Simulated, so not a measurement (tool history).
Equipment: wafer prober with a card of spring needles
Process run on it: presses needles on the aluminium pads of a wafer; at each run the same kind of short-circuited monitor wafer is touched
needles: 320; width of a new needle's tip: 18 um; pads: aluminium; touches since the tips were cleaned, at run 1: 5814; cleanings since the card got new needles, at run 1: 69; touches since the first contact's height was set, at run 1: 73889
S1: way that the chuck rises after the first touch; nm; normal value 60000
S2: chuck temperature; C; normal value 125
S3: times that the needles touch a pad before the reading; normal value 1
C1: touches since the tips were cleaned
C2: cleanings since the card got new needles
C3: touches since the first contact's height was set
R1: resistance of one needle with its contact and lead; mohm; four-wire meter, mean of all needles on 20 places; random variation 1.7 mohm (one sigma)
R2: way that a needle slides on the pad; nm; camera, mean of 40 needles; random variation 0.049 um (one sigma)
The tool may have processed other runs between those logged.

run	day	S1	S2	S3	C1	C2	C3	R1	R2
1	0	60000	125	1	5814	69	73889	434	15840
# day 0.238: tips cleaned on abrasive film
# day 1.417: tips cleaned on abrasive film
# day 2.421: tips cleaned on abrasive film
2	2.967	60000	125	1	3507	72	92871	390	15730
# day 3.388: tips cleaned on abrasive film
# day 4.554: tips cleaned on abrasive film
# day 5.45: height of the first contact set anew
# day 5.658: tips cleaned on abrasive film
3	6.008	60000	35	1	2230	75	3542	348	15640
# day 6.704: tips cleaned on abrasive film
# day 7.65: tips cleaned on abrasive film
4	8.379	60000	35	1	4698	77	18741	475	15540
# day 8.804: tips cleaned on abrasive film
# day 9.925: tips cleaned on abrasive film
# day 11.104: tips cleaned on abrasive film
5	11.738	60000	125	1	4067	80	40233	433	15450
# day 12.175: tips cleaned on abrasive film
# day 13.242: tips cleaned on abrasive film
6	13.992	60000	125	1	4844	82	54670	438	15440
# day 14.233: tips cleaned on abrasive film
# day 15.392: tips cleaned on abrasive film
# day 16.338: tips cleaned on abrasive film
# day 17.033: height of the first contact set anew, once more
# day 17.3: tips cleaned on abrasive film
7	17.3	60000	125	1	0	86	1684	203	15970
# day 18.367: tips cleaned on abrasive film
8	19.158	60000	125	1	5080	87	13600	442	15930
# day 19.396: tips cleaned on abrasive film
# day 20.504: tips cleaned on abrasive film
# day 21.479: tips cleaned on abrasive film
9	21.479	60000	125	1	0	90	28431	192	15770
# day 22.625: tips cleaned on abrasive film
# day 23.75: tips cleaned on abrasive film
10	24.167	60000	125	1	2665	92	45647	376	15810
# day 24.842: tips cleaned on abrasive film
# day 26.012: tips cleaned on abrasive film
11	26.9	60000	125	1	5690	94	63147	443	15890
# day 27.108: tips cleaned on abrasive film
# day 28.267: tips cleaned on abrasive film
# day 29.371: tips cleaned on abrasive film
12	29.45	60000	125	1	511	97	79465	242	15660
# day 30.321: tips cleaned on abrasive film
# day 31.396: tips cleaned on abrasive film
# day 32.358: tips cleaned on abrasive film
13	32.358	60000	125	1	0	100	98076	207	15710
# day 33.412: tips cleaned on abrasive film
# day 34.062: height of the first contact set anew
14	34.325	60000	125	1	5772	101	1680	468	16020
# day 34.567: tips cleaned on abrasive film
# day 35.712: tips cleaned on abrasive film
# day 36.867: tips cleaned on abrasive film
# day 37.996: tips cleaned on abrasive film
15	38.229	58000	59	2	1507	105	26651	251	15360
# day 39.012: tips cleaned on abrasive film
# day 39.958: tips cleaned on abrasive film
# day 41.062: tips cleaned on abrasive film
16	41.062	51000	125	1	0	108	44773	201	13470
# day 42.208: tips cleaned on abrasive film
# day 43.388: tips cleaned on abrasive film
# day 44.446: tips cleaned on abrasive film
17	44.788	78000	92	1	2192	111	68636	264	20630

The next listed run, before its measurement:
# day 45.5: tips cleaned on abrasive film
# day 46.604: tips cleaned on abrasive film
# day 47.638: tips cleaned on abrasive film
18	47.833	42000	97	1	1272	114	88130	?	?

Logged for run 18: R1 481 mohm, R2 10880 nm.
On a tool with no hidden condition, and with the same random variation, this run would have come out at R1 179 mohm, R2 11120 nm.
